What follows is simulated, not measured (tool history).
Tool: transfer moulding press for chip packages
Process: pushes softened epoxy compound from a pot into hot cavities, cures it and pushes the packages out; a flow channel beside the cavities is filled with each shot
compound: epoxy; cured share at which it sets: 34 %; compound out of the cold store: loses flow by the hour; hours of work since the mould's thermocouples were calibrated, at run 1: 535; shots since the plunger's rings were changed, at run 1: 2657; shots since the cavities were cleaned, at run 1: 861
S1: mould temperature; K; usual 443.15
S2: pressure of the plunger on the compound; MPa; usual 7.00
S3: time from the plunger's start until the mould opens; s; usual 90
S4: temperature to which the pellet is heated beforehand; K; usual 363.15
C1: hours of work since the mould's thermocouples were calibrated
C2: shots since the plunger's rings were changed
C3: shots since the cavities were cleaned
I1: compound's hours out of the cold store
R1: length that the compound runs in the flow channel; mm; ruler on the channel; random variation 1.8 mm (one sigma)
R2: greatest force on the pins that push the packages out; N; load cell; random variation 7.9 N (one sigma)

Run 1, hour 0.0: usual settings; C1 535; C2 2657; C3 861; I1 47.8. Result: R1 670 mm, R2 455 N.
At hour 18.6: cavities cleaned with cleaning compound and waxed.
Run 2, hour 30.9: usual settings but S2 6.11 MPa; C1 551; C2 2986; C3 137; I1 14.1. Result: R1 725 mm, R2 374 N.
At hour 47.8: plunger's sealing rings changed.
Run 3, hour 66.8: usual settings but S2 6.11 MPa; C1 569; C2 213; C3 512; I1 39.3. Result: R1 668 mm, R2 426 N.
At hour 114.8: cavities cleaned with cleaning compound and waxed.
Run 4, hour 126.6: usual settings but S2 6.11 MPa; C1 601; C2 867; C3 132; I1 25.2. Result: R1 711 mm, R2 360 N.
Run 5, hour 182.8: usual settings but S2 5.28 MPa; C1 631; C2 1497; C3 762; I1 19.4. Result: R1 669 mm, R2 483 N.
At hour 212.0: cavities cleaned with cleaning compound and waxed.
Run 6, hour 249.6: usual settings but S2 5.28 MPa; C1 666; C2 2230; C3 422; I1 28.6. Result: R1 636 mm, R2 417 N.
Run 7, hour 300.7: usual settings but S4 359.15 K; C1 694; C2 2803; C3 995; I1 25.6. Result: R1 742 mm, R2 481 N.
At hour 308.8: cavities cleaned with cleaning compound and waxed.
At hour 340.2: plunger's sealing rings changed.
Run 8, hour 371.5: usual settings but S4 359.15 K; C1 730; C2 351; C3 675; I1 35.0. Result: R1 727 mm, R2 440 N.
At hour 407.7: cavities cleaned with cleaning compound and waxed.
Run 9, hour 436.0: usual settings but S4 359.15 K; C1 764; C2 1057; C3 317; I1 17.0. Result: R1 782 mm, R2 395 N.
At hour 500.7: cavities cleaned with cleaning compound and waxed.
Run 10, hour 500.7: usual settings but S4 359.15 K; C1 798; C2 1767; C3 0; I1 28.0. Result: R1 737 mm, R2 331 N.
Run 11, hour 555.9: usual settings but S4 359.15 K; C1 828; C2 2386; C3 619; I1 34.1. Result: R1 711 mm, R2 444 N.
At hour 597.2: cavities cleaned with cleaning compound and waxed.
At hour 611.0: mould's thermocouples calibrated.
Run 12, hour 611.0: usual settings but S4 359.15 K; C1 0; C2 2964; C3 132; I1 12.8. Result: R1 789 mm, R2 408 N.
At hour 634.7: plunger's sealing rings changed.
Run 13, hour 651.9: usual settings; C1 21; C2 192; C3 562; I1 13.9. Result: R1 804 mm, R2 487 N.
At hour 696.5: cavities cleaned with cleaning compound and waxed.
Run 14, hour 697.6: usual settings but S2 6.65 MPa; C1 45; C2 689; C3 13; I1 40.2. Result: R1 694 mm, R2 364 N.
Run 15, hour 737.3: usual settings but S2 7.70 MPa, S3 129 s, S4 361.15 K; C1 66; C2 1134; C3 458; I1 17.9. Result: R1 823 mm, R2 365 N.
Run 16, hour 786.5: usual settings but S2 7.70 MPa, S3 129 s, S4 361.15 K; C1 93; C2 1686; C3 1010; I1 12.2. Result: R1 838 mm, R2 405 N.
At hour 791.7: cavities cleaned with cleaning compound and waxed.
Run 17, hour 848.8: usual settings but S2 6.79 MPa, S3 116 s, S4 354.15 K; C1 126; C2 2368; C3 641; I1 41.1. Result: R1 688 mm, R2 389 N.
At hour 887.7: cavities cleaned with cleaning compound and waxed.
Run 18, hour 891.9: usual settings but S2 6.79 MPa, S3 116 s, S4 354.15 K; C1 148; C2 2834; C3 47; I1 44.0. Result: R1 676 mm, R2 306 N.
At hour 924.4: plunger's sealing rings changed.
Run 19, hour 927.7: usual settings but S2 6.79 MPa, S3 116 s, S4 354.15 K; C1 166; C2 37; C3 421; I1 10.6. Result: R1 807 mm, R2 357 N.
At hour 984.7: cavities cleaned with cleaning compound and waxed.
Run 20, hour 990.1: usual settings but S2 6.19 MPa, S3 116 s, S4 371.15 K; C1 199; C2 720; C3 61; I1 28.9. Result: R1 702 mm, R2 288 N.
Run 21, hour 1035.4: usual settings but S1 444.15 K, S2 6.19 MPa, S3 125 s, S4 371.15 K; C1 223; C2 1227; C3 568; I1 20.0. Result: R1 722 mm, R2 372 N.
At hour 1080.8: cavities cleaned with cleaning compound and waxed.
Run 22, hour 1103.1: usual settings but S2 6.90 MPa, S3 118 s; C1 259; C2 1970; C3 250; I1 25.3. Result: R1 744 mm, R2 339 N.
Run 23, hour 1155.6: usual settings but S2 6.90 MPa, S3 118 s; C1 288; C2 2559; C3 839; I1 32.3. Result: R1 718 mm, R2 379 N.
At hour 1174.7: cavities cleaned with cleaning compound and waxed.
At hour 1214.2: plunger's sealing rings changed.
Run 24, hour 1214.2: usual settings but S2 6.91 MPa, S3 93 s, S4 357.15 K; C1 317; C2 0; C3 414; I1 33.2. Result: R1 734 mm, R2 416 N.
At hour 1271.3: cavities cleaned with cleaning compound and waxed.
Run 25, hour 1276.8: usual settings but S2 6.91 MPa, S3 93 s, S4 357.15 K; C1 350; C2 686; C3 62; I1 15.1. Result: R1 790 mm, R2 341 N.
Run 26, hour 1340.9: usual settings but S2 6.91 MPa, S3 93 s, S4 357.15 K; C1 385; C2 1405; C3 781; I1 36.7. Result: R1 713 mm, R2 444 N.
At hour 1364.5: cavities cleaned with cleaning compound and waxed.
Run 27, hour 1388.4: usual settings but S1 449.15 K, S2 6.92 MPa, S3 103 s, S4 357.15 K; C1 410; C2 1920; C3 268; I1 45.8. Result: R1 661 mm, R2 352 N.

Forecast each of these 3 alternatives for the next run:
Run A, hour 1431.5: usual settings but S1 449.15 K, S2 6.92 MPa, S3 86 s, S4 357.15 K; C1 433; C2 2404; C3 752; I1 32.8. Result: R1 ?, R2 ?.
Run B, hour 1431.5: usual settings but S1 448.15 K, S4 357.15 K; C1 433; C2 2404; C3 752; I1 10.4. Result: R1 ?, R2 ?.
Run C, hour 1431.5: usual settings but S1 446.15 K; C1 433; C2 2404; C3 752; I1 15.8. Result: R1 ?, R2 ?.

run   R1   R2
  A  695  396
  B  777  412
  C  766  406
Without the tool's hidden state the same runs would have given:
run   R1   R2
  A  718  281
  B  802  292
  C  791  293

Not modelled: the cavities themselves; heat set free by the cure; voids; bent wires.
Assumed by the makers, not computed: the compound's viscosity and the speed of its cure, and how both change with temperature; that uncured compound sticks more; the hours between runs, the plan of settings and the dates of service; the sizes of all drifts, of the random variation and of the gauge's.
